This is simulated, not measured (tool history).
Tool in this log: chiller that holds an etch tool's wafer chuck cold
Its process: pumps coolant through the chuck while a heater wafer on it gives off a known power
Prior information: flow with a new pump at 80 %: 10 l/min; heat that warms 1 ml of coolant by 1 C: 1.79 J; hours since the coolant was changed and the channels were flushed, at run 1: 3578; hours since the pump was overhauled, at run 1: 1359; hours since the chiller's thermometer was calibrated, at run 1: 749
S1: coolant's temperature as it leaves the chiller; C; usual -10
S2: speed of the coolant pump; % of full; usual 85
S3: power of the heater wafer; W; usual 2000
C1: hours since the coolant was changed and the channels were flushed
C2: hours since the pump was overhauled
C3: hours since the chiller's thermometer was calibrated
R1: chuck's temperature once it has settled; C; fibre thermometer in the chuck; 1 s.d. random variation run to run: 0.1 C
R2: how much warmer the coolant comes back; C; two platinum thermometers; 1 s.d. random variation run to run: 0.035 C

run   hour   S1  S2    S3    C1    C2    C3    R1     R2
  1    0.0  -10  85  2000  3578  1359   749   9.0   6.26
  2   21.3  -10  75  2000  3600  1381   770  11.2   7.21
  3   47.0  -10  75  2000  3625  1406   796  11.3   7.14
  4   67.4  -10  75  2000  3646  1427   816  11.3   7.14
  5   83.0  -10  75  1228  3661  1442   832   3.1   4.36
  6  105.2  -13  75  1228  3684  1465   854   0.0   4.33
  7  120.1  -13  75  1228  3699  1479   869   0.0   4.31
  8  152.0  -13  75  1228  3730  1511   901   0.0   4.23
  9  187.8  -13  75  1228  3766  1547   936   0.1   4.20
 10  208.6  -13  82  1228  3787  1568   957  -1.0   3.80
 11  239.2  -13  82  1228  3818  1599   988  -0.8   3.71
 12  259.3  -13  82  1228  3838  1619  1008  -0.8   3.71
 13  277.4  -10  85  2000  3856  1637  1026   9.4   5.92
 14  296.6  -10  85  2000  3875  1656  1045   9.2   5.94
 15  328.1   -9  85  2000  3907  1687  1077  10.2   5.88
 16  350.4  -10  85  2000  3929  1710  1099   9.2   5.94
 17  385.5  -10  87  2432  3964  1745  1134  13.2   6.99
 18  412.6  -12  61  2935  3991  1772  1161  24.7  12.80
 19  434.3  -12  61  2935  4013  1794  1183  24.8  12.70
     436.7  -- gauge calibrated
 20  457.3  -10  62  2098  4036  1817  1206  16.1   9.29
 21  472.3  -10  68  2098  4051  1832  1221  14.2   8.41
 22  489.8   -6  72  2795  4068  1849  1238  24.8  10.55
 23  505.1   -6  90  1314  4084  1864  1254   6.2   3.80
 24  521.9  -20  74  1182  4100  1881  1271  -7.4   4.24
 25  541.7  -18  95  1737  4120  1901  1290  -2.6   4.72
 26  574.0  -18  95  1737  4152  1933  1323  -2.7   4.72
 27  608.8   -3  85  2000  4187  1968  1357  16.4   6.09
 28  641.7  -12  74  2028  4220  2001  1390   9.8   7.15
 29  668.2  -12  64  2028  4247  2027  1417  12.6   8.43
 30  700.1   -8  89  1019  4279  2059  1449   1.5   2.74
 31  733.6   -8  89  1019  4312  2093  1482   1.5   2.70
 32  761.0   -8  89  1019  4339  2120  1510   1.4   2.69

Each row is a separate what-if for the run after 32, all from the same tool condition, not one after another. Results?
  A  792.5   -8  91  2910  4371  2152  1541   ?   ?
  B  792.5   -7  72  2758  4371  2152  1541   ?   ?
  C  792.5  -18  65  2744  4371  2152  1541   ?   ?
  D  792.5   -5  79  1339  4371  2152  1541   ?   ?

run    R1     R2
  A  18.7   8.11
  B  23.2   9.96
  C  14.7  11.11
  D   8.5   4.16
Had the tool no hidden state, the same runs would have come out as:
run    R1     R2
  A  18.6   8.51
  B  23.2  10.36
  C  14.6  11.51
  D   8.5   4.56
